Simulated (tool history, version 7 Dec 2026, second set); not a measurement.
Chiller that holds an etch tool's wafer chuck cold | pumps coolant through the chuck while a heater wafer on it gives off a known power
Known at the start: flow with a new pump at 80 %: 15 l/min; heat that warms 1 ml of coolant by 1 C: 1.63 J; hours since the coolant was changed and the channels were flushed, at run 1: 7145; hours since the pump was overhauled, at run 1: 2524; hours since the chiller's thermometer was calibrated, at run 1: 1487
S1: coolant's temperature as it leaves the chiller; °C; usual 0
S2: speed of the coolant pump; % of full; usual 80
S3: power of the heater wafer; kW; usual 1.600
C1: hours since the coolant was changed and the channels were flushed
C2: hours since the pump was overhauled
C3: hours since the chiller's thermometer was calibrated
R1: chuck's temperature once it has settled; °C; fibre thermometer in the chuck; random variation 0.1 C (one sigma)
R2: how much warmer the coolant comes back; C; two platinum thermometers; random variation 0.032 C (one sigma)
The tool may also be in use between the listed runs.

{"run": 1, "hour": 0.0, "S1": 0, "S2": 80, "S3": 1.6, "C1": 7145, "C2": 2524, "C3": 1487, "R1": 14.8, "R2": 4.08}
{"run": 2, "hour": 67.2, "S1": 0, "S2": 80, "S3": 1.6, "C1": 7213, "C2": 2591, "C3": 1555, "R1": 14.9, "R2": 4.05}
{"run": 3, "hour": 185.0, "S1": 0, "S2": 80, "S3": 1.6, "C1": 7330, "C2": 2709, "C3": 1672, "R1": 15.1, "R2": 4.13}
{"run": 4, "hour": 302.3, "S1": 0, "S2": 80, "S3": 1.6, "C1": 7448, "C2": 2826, "C3": 1790, "R1": 15.2, "R2": 4.16}
{"run": 5, "hour": 389.7, "S1": 0, "S2": 80, "S3": 1.787, "C1": 7535, "C2": 2913, "C3": 1877, "R1": 16.9, "R2": 4.52}
{"run": 6, "hour": 512.4, "S1": 0, "S2": 80, "S3": 1.787, "C1": 7658, "C2": 3036, "C3": 2000, "R1": 16.9, "R2": 4.59}
{"run": 7, "hour": 575.6, "S1": 0, "S2": 80, "S3": 1.787, "C1": 7721, "C2": 3099, "C3": 2063, "R1": 16.6, "R2": 4.66}
{"run": 8, "hour": 692.6, "S1": 0, "S2": 80, "S3": 1.787, "C1": 7838, "C2": 3216, "C3": 2180, "R1": 17.0, "R2": 4.62}
{"hour": 705.0, "done": "coolant pump overhauled"}
{"run": 9, "hour": 763.4, "S1": 0, "S2": 80, "S3": 1.512, "C1": 7904, "C2": 58, "C3": 2246, "R1": 14.6, "R2": 3.92}
{"run": 10, "hour": 857.7, "S1": 0, "S2": 93, "S3": 0.819, "C1": 7998, "C2": 153, "C3": 2340, "R1": 7.5, "R2": 1.82}
{"run": 11, "hour": 942.7, "S1": 0, "S2": 80, "S3": 2.162, "C1": 8083, "C2": 238, "C3": 2425, "R1": 20.9, "R2": 5.65}
{"run": 12, "hour": 1037.7, "S1": -5, "S2": 61, "S3": 1.669, "C1": 8178, "C2": 333, "C3": 2520, "R1": 13.8, "R2": 5.68}
{"run": 13, "hour": 1118.1, "S1": -6, "S2": 98, "S3": 1.503, "C1": 8258, "C2": 413, "C3": 2600, "R1": 7.3, "R2": 3.25}
{"hour": 1130.1, "done": "chiller's thermometer calibrated"}
{"run": 14, "hour": 1205.9, "S1": -8, "S2": 95, "S3": 1.379, "C1": 8345, "C2": 500, "C3": 76, "R1": 4.1, "R2": 3.04}
{"run": 15, "hour": 1293.9, "S1": -8, "S2": 95, "S3": 1.714, "C1": 8433, "C2": 588, "C3": 164, "R1": 6.9, "R2": 3.82}
{"hour": 1394.1, "done": "coolant pump overhauled, once more"}
{"run": 16, "hour": 1413.4, "S1": -6, "S2": 70, "S3": 0.9, "C1": 8548, "C2": 19, "C3": 278, "R1": 2.8, "R2": 2.52}
{"run": 17, "hour": 1495.7, "S1": 3, "S2": 90, "S3": 1.961, "C1": 8630, "C2": 102, "C3": 361, "R1": 20.2, "R2": 4.28}
{"run": 18, "hour": 1579.0, "S1": -6, "S2": 73, "S3": 1.296, "C1": 8713, "C2": 185, "C3": 444, "R1": 6.7, "R2": 3.47}

The same runs without the tool's hidden state, with the same run-to-run variation:
The hidden state here: heat passed by the chuck's channels, % of clean ones'; flow at a given pump speed, % of a new pump's; coolant's true temperature over the reading, C; drift of the gauge itself on chuck_c, C; drift of the gauge itself on warmer_back_c, C.
run=1 R1=12.6 R2=3.94
run=2 R1=12.6 R2=3.90
run=3 R1=12.8 R2=3.98
run=4 R1=12.9 R2=4.01
run=5 R1=14.2 R2=4.34
run=6 R1=14.1 R2=4.41
run=7 R1=13.9 R2=4.47
run=8 R1=14.2 R2=4.43
run=9 R1=12.0 R2=3.70
run=10 R1=6.0 R2=1.72
run=11 R1=17.2 R2=5.32
run=12 R1=10.5 R2=5.34
run=13 R1=4.7 R2=3.05
run=14 R1=2.0 R2=2.85
run=15 R1=4.3 R2=3.58
run=16 R1=1.6 R2=2.53
run=17 R1=17.7 R2=4.29
run=18 R1=4.9 R2=3.47
